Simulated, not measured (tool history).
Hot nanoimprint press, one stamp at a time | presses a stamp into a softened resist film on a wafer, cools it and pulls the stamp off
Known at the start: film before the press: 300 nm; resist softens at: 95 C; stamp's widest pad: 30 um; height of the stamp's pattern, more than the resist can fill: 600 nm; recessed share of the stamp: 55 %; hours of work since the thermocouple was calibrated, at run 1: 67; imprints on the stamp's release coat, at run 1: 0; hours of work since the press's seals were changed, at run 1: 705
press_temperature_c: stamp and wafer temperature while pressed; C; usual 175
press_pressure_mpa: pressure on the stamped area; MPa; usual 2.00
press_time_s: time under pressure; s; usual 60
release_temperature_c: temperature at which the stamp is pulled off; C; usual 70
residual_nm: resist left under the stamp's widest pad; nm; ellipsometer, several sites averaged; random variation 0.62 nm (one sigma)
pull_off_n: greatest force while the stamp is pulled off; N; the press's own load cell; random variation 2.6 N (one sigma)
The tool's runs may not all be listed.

run     day  press_temperature_c  press_pressure_mpa  press_time_s  release_temperature_c  hours of work since the thermocouple was calibrated  imprints on the stamp's release coat  hours of work since the press's seals were changed  residual_nm  pull_off_n
  1   0.000                  175                2.00            60                     70                                                   67                                     0                                                 705        161.5         121
  2   1.329                  175                2.00            60                     70                                                   91                                   142                                                 730        161.0         121
  3   2.421                  175                2.00            60                     70                                                  111                                   258                                                 749        160.5         120
  4   3.867                  175                2.00            60                     70                                                  138                                   413                                                 776        161.2         121
  5   4.921                  175                2.00            60                     64                                                  157                                   526                                                 795        160.6         141
  6   5.783                  175                2.00            60                     70                                                  173                                   618                                                 811        161.1         122
  7   7.208                  175                2.00            60                     70                                                  199                                   770                                                 837        160.2         118
  8   8.021                  172                2.00            60                     70                                                  214                                   857                                                 852        181.5         123
  9   9.304                  172                2.00            60                     70                                                  237                                   994                                                 875        180.3         125
 10  10.154                  172                2.00            60                     70                                                  253                                  1085                                                 891        179.4         127
 11  10.954                  172                2.00            60                     70                                                  267                                  1171                                                 906        180.0         124
     11.292  -- stamp cleaned and given a new release coat
 12  12.371                  172                2.00            60                     70                                                  289                                   115                                                 927        179.3         124
 13  13.446                  175                2.00            73                     62                                                  308                                   230                                                 946        149.8         144
 14  14.179                  175                3.03            73                     67                                                  322                                   309                                                 960        126.5         129
 15  15.492                  175                3.03            73                     67                                                  346                                   449                                                 984        127.2         129
 16  16.412                  166                2.00            60                     70                                                  363                                   547                                                1001        217.7         124
 17  17.175                  177                1.46            32                     70                                                  377                                   629                                                1015        203.5         130
 18  18.721                  175                2.30            60                     77                                                  405                                   794                                                1043        152.6         101
 19  19.658                  175                2.30            60                     77                                                  422                                   894                                                1060        152.3         104
 20  20.942                  175                2.30            60                     77                                                  445                                  1031                                                1083        152.6         106
 21  22.254                  173                2.30            75                     77                                                  469                                  1172                                                1107        152.3         101
     22.617  -- stamp cleaned and given a new release coat
     23.379  -- plate thermocouple calibrated
 22  23.600                  175                1.28            60                     70                                                    4                                    92                                                1125        186.2         125
 23  24.746                  175                3.08            33                     72                                                   25                                   214                                                1146        170.1         118
 24  26.046                  175                3.08            33                     72                                                   49                                   353                                                1170        169.7         118

Hidden state at the last listed run before each entry between runs and at the first one after, where it differs:
Between runs 11 and 12: stamp cleaned and given a new release coat (day 11.292)
  true temperature over the reading, C: 0.03 -> 0.04; pressure that arrives at the usual setting, %: 99.72 -> 99.71; grip of the stamp's worn release coat, % over a new coat's: 1.8 -> 0.2
Between runs 21 and 22: stamp cleaned and given a new release coat (day 22.617); plate thermocouple calibrated (day 23.379)
  true temperature over the reading, C: 0.06 -> 0.01; grip of the stamp's worn release coat, % over a new coat's: 1.8 -> 0.1
